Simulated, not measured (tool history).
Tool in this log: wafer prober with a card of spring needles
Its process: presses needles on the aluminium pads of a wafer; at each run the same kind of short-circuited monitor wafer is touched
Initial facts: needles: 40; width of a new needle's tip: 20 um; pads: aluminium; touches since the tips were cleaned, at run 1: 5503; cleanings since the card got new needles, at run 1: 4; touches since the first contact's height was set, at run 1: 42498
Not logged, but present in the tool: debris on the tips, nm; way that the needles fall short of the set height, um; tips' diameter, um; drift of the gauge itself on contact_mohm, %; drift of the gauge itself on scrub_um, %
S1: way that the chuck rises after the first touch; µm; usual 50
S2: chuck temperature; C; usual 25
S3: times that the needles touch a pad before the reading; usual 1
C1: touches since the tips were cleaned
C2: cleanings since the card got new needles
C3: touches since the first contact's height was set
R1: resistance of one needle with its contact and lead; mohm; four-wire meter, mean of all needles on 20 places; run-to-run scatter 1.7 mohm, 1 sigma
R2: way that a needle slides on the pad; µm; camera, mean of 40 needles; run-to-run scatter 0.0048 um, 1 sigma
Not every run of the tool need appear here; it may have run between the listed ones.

run,hour,S1,S2,S3,C1,C2,C3,R1,R2
1,0.0,50,25,1,5503,4,42498,175,7.568
2,4.6,31,25,1,6417,4,43412,187,4.694
3,11.2,31,25,1,7737,4,44732,189,4.685
# hour 14.9: tips cleaned on abrasive film
4,19.7,31,25,1,946,5,46401,185,4.681
5,25.7,46,25,1,2136,5,47591,178,6.938
6,31.1,46,25,1,3210,5,48665,177,6.939
7,36.2,46,25,1,4234,5,49689,175,6.940
8,40.2,50,25,1,5032,5,50487,175,7.536
9,46.3,50,25,2,6252,5,51707,172,7.512
10,55.4,50,25,2,8054,5,53509,174,7.513
# hour 57.4: tips cleaned on abrasive film
11,63.8,53,25,2,1269,6,55169,174,7.958
12,68.6,53,25,2,2212,6,56112,177,7.949
13,77.1,53,25,2,3913,6,57813,175,7.925
14,82.2,50,40,1,4931,6,58831,180,7.490
15,90.6,50,40,1,6598,6,60498,178,7.484
# hour 100.0: tips cleaned on abrasive film
16,100.3,50,40,1,62,7,62409,179,7.466
17,106.1,50,40,1,1231,7,63578,179,7.463
18,110.7,47,40,1,2130,7,64477,180,7.011
19,117.1,63,74,2,3419,7,65766,182,9.391
20,124.3,65,106,2,4852,7,67199,187,9.678
21,129.2,41,36,3,5828,7,68175,186,6.101
22,135.6,45,87,1,7092,7,69439,194,6.672
# hour 142.5: tips cleaned on abrasive film
23,145.1,35,30,1,524,8,71319,183,5.187
# hour 147.7: gauge calibrated
24,149.6,35,30,1,1409,8,72204,182,5.308
25,158.8,35,30,2,3249,8,74044,188,5.288
26,164.2,43,51,2,4331,8,75126,188,6.495
27,170.5,43,51,2,5581,8,76376,184,6.485
28,178.4,50,25,2,7165,8,77960,174,7.535
29,182.9,35,87,2,8059,8,78854,197,5.272
# hour 184.6: tips cleaned on abrasive film
30,191.3,38,25,1,1338,9,80501,180,5.718
31,200.8,36,25,3,3232,9,82395,180,5.410
32,207.2,68,102,3,4502,9,83665,186,10.215
33,212.5,68,102,3,5554,9,84717,189,10.216
34,219.8,68,44,1,7019,9,86182,177,10.189

Forecast each of these 4 alternatives for the next run:
# hour 227.5: tips cleaned on abrasive film
A,227.8,65,25,1,71,10,87752,?,?
# hour 227.5: tips cleaned on abrasive film
B,227.8,58,44,1,71,10,87752,?,?
# hour 227.5: tips cleaned on abrasive film
C,227.8,46,85,1,71,10,87752,?,?
# hour 227.5: tips cleaned on abrasive film
D,227.8,39,25,1,71,10,87752,?,?

run,R1,R2
A,171,9.745
B,177,8.693
C,190,6.885
D,178,5.838
With the hidden condition removed and each run's random variation left untouched, the same runs would have given:
run,R1,R2
A,170,9.855
B,177,8.791
C,190,6.963
D,178,5.905

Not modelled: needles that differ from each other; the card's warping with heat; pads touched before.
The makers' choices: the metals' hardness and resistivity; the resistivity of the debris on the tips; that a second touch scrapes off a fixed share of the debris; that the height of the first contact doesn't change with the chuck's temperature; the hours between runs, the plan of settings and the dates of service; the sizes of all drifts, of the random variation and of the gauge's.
